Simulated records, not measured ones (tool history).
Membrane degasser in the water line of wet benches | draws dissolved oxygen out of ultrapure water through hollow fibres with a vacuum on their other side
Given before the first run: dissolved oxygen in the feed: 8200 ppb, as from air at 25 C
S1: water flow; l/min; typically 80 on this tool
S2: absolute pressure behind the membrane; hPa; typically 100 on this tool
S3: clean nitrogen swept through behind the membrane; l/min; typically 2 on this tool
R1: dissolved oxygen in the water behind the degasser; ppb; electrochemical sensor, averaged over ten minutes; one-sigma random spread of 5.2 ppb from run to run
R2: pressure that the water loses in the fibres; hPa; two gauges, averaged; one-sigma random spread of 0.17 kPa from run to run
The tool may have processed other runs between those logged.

run	hour	S1	S2	S3	R1	R2
1	0	80	100	2	575	301.9
2	222.1	80	100	2	575.9	309
3	393.9	80	100	2	594.8	307
4	587.7	80	201	2	1257.4	305.2
5	703.1	80	201	2	1237.2	307.9
6	901.8	80	183	2	1134.1	305.8
7	1054.7	80	100	2	617.4	304
8	1277.2	80	100	2	626.4	305.7
9	1388.8	80	100	2	643.5	306.5
10	1585.7	80	100	2	632.5	309.8
11	1774.1	80	100	2	522.1	308.7
12	1909	80	100	2	521.1	308.7
13	2084.5	80	100	2	535.5	310
14	2199.6	80	100	2	527.3	308.8
15	2376.8	80	100	2	536.4	311.3
16	2524.8	80	100	2	531.6	314.7
17	2640	53	100	3.48	237.5	207.6
18	2830	53	100	3.48	237.1	206.3
19	2945.6	103	187	3.1	962.6	398.9
20	3072.1	90	111	3.1	487.1	352.5
21	3261.3	90	166	3.1	777.6	351.9
22	3468	88	83	4.56	236.3	343.2
23	3574.9	65	100	2	451.9	254.7
24	3671.6	123	141	2	1149.7	481.7
25	3807.6	50	104	4.51	192.7	196.7
26	4012.2	50	104	4.51	192.6	199.4
27	4123	50	104	4.51	190.7	200.7
28	4325.8	65	100	2	462.5	256.9
29	4441.1	60	217	1.41	1383.7	238.4
30	4649.4	82	92	5.35	225.6	327.7
31	4791.8	64	123	1.9	621.1	230.9

Put back what was entered between runs (4 entries, withheld): which listed runs does each sit between, and how does the hidden state differ from the listed run before to the listed run after?
Between runs 3 and 4: seals of the vacuum lines changed (hour 472.6)
  membrane still open, %: 95.1 -> 95; true pressure behind the membrane over the reading, kPa: 0.84 -> 0.86; air that leaks in behind the membrane, l/min: 0.0185 -> 0.0022
  measured minus no-state result, R1: +63.4 -> +54.6 ppb; R2: +15.1 -> +15.5 hPa
Between runs 6 and 7: vacuum gauge calibrated (hour 931)
  membrane still open, %: 94.7 -> 94.6; true pressure behind the membrane over the reading, kPa: 0.89 -> 1.5; air that leaks in behind the membrane, l/min: 0.0031 -> 0.0035
  measured minus no-state result, R1: +57.7 -> +106.9 ppb; R2: +16.2 -> +16.6 hPa
Between runs 10 and 11: vacuum gauge calibrated, once more (hour 1691.8)
  membrane still open, %: 94.2 -> 94; true pressure behind the membrane over the reading, kPa: 1.55 -> 0.04; air that leaks in behind the membrane, l/min: 0.0048 -> 0.0053
  measured minus no-state result, R1: +112.8 -> +5.3 ppb; R2: +18.1 -> +18.5 hPa
Between runs 30 and 31: membrane cartridge changed (hour 4739.2)
  membrane still open, %: 91.6 -> 100; true pressure behind the membrane over the reading, kPa: 0.34 -> 0.36; air that leaks in behind the membrane, l/min: 0.013 -> 0.0135
  measured minus no-state result, R1: +16.4 -> +22.6 ppb; R2: +27.4 -> +0.1 hPa

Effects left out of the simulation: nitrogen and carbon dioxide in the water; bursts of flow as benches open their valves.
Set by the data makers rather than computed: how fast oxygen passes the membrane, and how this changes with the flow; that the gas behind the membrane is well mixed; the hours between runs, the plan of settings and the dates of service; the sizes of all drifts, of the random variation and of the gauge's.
